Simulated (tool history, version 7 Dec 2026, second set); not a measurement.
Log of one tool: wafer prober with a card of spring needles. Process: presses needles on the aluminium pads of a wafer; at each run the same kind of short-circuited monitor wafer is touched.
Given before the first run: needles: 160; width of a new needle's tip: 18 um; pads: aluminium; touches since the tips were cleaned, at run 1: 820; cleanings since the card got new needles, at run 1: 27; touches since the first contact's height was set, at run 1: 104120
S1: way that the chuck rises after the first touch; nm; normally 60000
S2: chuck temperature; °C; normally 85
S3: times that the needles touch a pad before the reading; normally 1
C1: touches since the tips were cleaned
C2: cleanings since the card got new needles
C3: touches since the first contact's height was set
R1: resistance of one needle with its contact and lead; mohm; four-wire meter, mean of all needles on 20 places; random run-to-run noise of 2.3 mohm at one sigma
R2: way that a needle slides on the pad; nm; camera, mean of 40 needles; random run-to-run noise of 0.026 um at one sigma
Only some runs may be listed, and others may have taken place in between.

run 1 hour=0.0 | S1=60000 S2=85 S3=1 | C1=820 C2=27 C3=104120 | R1=256 R2=7940
run 2 hour=12.4 | S1=53000 S2=85 S3=1 | C1=5094 C2=27 C3=108394 | R1=262 R2=6970
-- hour=19.4 tips cleaned on abrasive film
run 3 hour=26.3 | S1=53000 S2=85 S3=1 | C1=2376 C2=28 C3=113149 | R1=264 R2=6960
-- hour=41.3 tips cleaned on abrasive film
run 4 hour=45.0 | S1=60000 S2=85 S3=1 | C1=1260 C2=29 C3=119523 | R1=256 R2=7920
-- hour=63.7 tips cleaned on abrasive film
run 5 hour=65.8 | S1=41000 S2=85 S3=1 | C1=700 C2=30 C3=126648 | R1=273 R2=5410
run 6 hour=76.0 | S1=41000 S2=85 S3=1 | C1=4209 C2=30 C3=130157 | R1=271 R2=5410
-- hour=82.0 height of the first contact set anew
-- hour=86.3 tips cleaned on abrasive film
run 7 hour=88.6 | S1=41000 S2=85 S3=1 | C1=793 C2=31 C3=2259 | R1=272 R2=5400
run 8 hour=103.8 | S1=60000 S2=85 S3=1 | C1=6008 C2=31 C3=7474 | R1=258 R2=7950
-- hour=108.6 tips cleaned on abrasive film
run 9 hour=119.5 | S1=60000 S2=85 S3=1 | C1=3745 C2=32 C3=12835 | R1=262 R2=7870
-- hour=130.1 tips cleaned on abrasive film
run 10 hour=139.2 | S1=60000 S2=85 S3=1 | C1=3132 C2=33 C3=19597 | R1=262 R2=7870
run 11 hour=148.1 | S1=60000 S2=85 S3=1 | C1=6186 C2=33 C3=22651 | R1=262 R2=7890
-- hour=152.4 tips cleaned on abrasive film
run 12 hour=167.5 | S1=60000 S2=85 S3=1 | C1=5190 C2=34 C3=29292 | R1=262 R2=7890
-- hour=174.2 tips cleaned on abrasive film
run 13 hour=179.2 | S1=60000 S2=85 S3=1 | C1=1718 C2=35 C3=33293 | R1=256 R2=7910
-- hour=195.8 tips cleaned on abrasive film
run 14 hour=197.2 | S1=60000 S2=85 S3=1 | C1=477 C2=36 C3=39446 | R1=262 R2=7860
run 15 hour=216.0 | S1=60000 S2=85 S3=1 | C1=6959 C2=36 C3=45928 | R1=265 R2=7930
-- hour=217.3 tips cleaned on abrasive film
run 16 hour=236.5 | S1=60000 S2=85 S3=1 | C1=6630 C2=37 C3=52960 | R1=260 R2=7910
-- hour=238.6 tips cleaned on abrasive film
run 17 hour=257.1 | S1=60000 S2=85 S3=1 | C1=6368 C2=38 C3=59988 | R1=262 R2=7870
-- hour=260.1 tips cleaned on abrasive film
run 18 hour=275.2 | S1=52000 S2=85 S3=1 | C1=5208 C2=39 C3=66192 | R1=258 R2=6840
-- hour=281.8 tips cleaned on abrasive film
run 19 hour=287.7 | S1=48000 S2=85 S3=1 | C1=2029 C2=40 C3=70450 | R1=269 R2=6270
-- hour=303.8 tips cleaned on abrasive film
run 20 hour=306.4 | S1=50000 S2=33 S3=1 | C1=888 C2=41 C3=76852 | R1=246 R2=6600
run 21 hour=320.2 | S1=50000 S2=33 S3=1 | C1=5661 C2=41 C3=81625 | R1=247 R2=6570
-- hour=325.7 tips cleaned on abrasive film
run 22 hour=336.6 | S1=50000 S2=33 S3=1 | C1=3760 C2=42 C3=87232 | R1=248 R2=6610
-- hour=347.6 tips cleaned on abrasive film
run 23 hour=354.2 | S1=80000 S2=33 S3=1 | C1=2277 C2=43 C3=93254 | R1=238 R2=10560
run 24 hour=363.4 | S1=45000 S2=65 S3=1 | C1=5433 C2=43 C3=96410 | R1=258 R2=5910
-- hour=369.5 tips cleaned on abrasive film
run 25 hour=381.7 | S1=50000 S2=60 S3=2 | C1=4199 C2=44 C3=102676 | R1=260 R2=6570
-- hour=390.9 tips cleaned on abrasive film
run 26 hour=393.7 | S1=50000 S2=60 S3=2 | C1=949 C2=45 C3=106776 | R1=258 R2=6580
run 27 hour=410.1 | S1=50000 S2=60 S3=2 | C1=6601 C2=45 C3=112428 | R1=256 R2=6560
-- hour=413.4 tips cleaned on abrasive film
run 28 hour=430.5 | S1=45000 S2=35 S3=2 | C1=5882 C2=46 C3=119391 | R1=254 R2=5920
-- hour=435.6 tips cleaned on abrasive film
run 29 hour=442.0 | S1=64000 S2=28 S3=1 | C1=2195 C2=47 C3=123328 | R1=247 R2=8480
-- hour=457.9 tips cleaned on abrasive film
run 30 hour=460.9 | S1=44000 S2=85 S3=1 | C1=1036 C2=48 C3=129811 | R1=271 R2=5790
-- hour=468.1 height of the first contact set anew
run 31 hour=475.3 | S1=60000 S2=125 S3=1 | C1=5873 C2=48 C3=2490 | R1=278 R2=7920
-- hour=479.8 tips cleaned on abrasive film
run 32 hour=487.6 | S1=60000 S2=125 S3=1 | C1=2667 C2=49 C3=6678 | R1=269 R2=7890
-- hour=501.3 tips cleaned on abrasive film
run 33 hour=502.5 | S1=66000 S2=30 S3=3 | C1=419 C2=50 C3=11791 | R1=245 R2=8660

Here are 5 independent what-if runs from the current tool condition. What would each one return?
run A hour=513.4 | S1=78000 S2=117 S3=3 | C1=4160 C2=50 C3=15532 | R1=? R2=?
run B hour=513.4 | S1=64000 S2=28 S3=3 | C1=4160 C2=50 C3=15532 | R1=? R2=?
run C hour=513.4 | S1=65000 S2=32 S3=1 | C1=4160 C2=50 C3=15532 | R1=? R2=?
run D hour=513.4 | S1=44000 S2=30 S3=3 | C1=4160 C2=50 C3=15532 | R1=? R2=?
run E hour=513.4 | S1=66000 S2=54 S3=3 | C1=4160 C2=50 C3=15532 | R1=? R2=?

run=A R1=261 R2=10230
run=B R1=243 R2=8460
run=C R1=243 R2=8600
run=D R1=250 R2=5860
run=E R1=247 R2=8680
With the hidden condition removed and each run's random variation left untouched, the same runs would have given:
run=A R1=261 R2=10230
run=B R1=243 R2=8460
run=C R1=242 R2=8600
run=D R1=250 R2=5860
run=E R1=246 R2=8680

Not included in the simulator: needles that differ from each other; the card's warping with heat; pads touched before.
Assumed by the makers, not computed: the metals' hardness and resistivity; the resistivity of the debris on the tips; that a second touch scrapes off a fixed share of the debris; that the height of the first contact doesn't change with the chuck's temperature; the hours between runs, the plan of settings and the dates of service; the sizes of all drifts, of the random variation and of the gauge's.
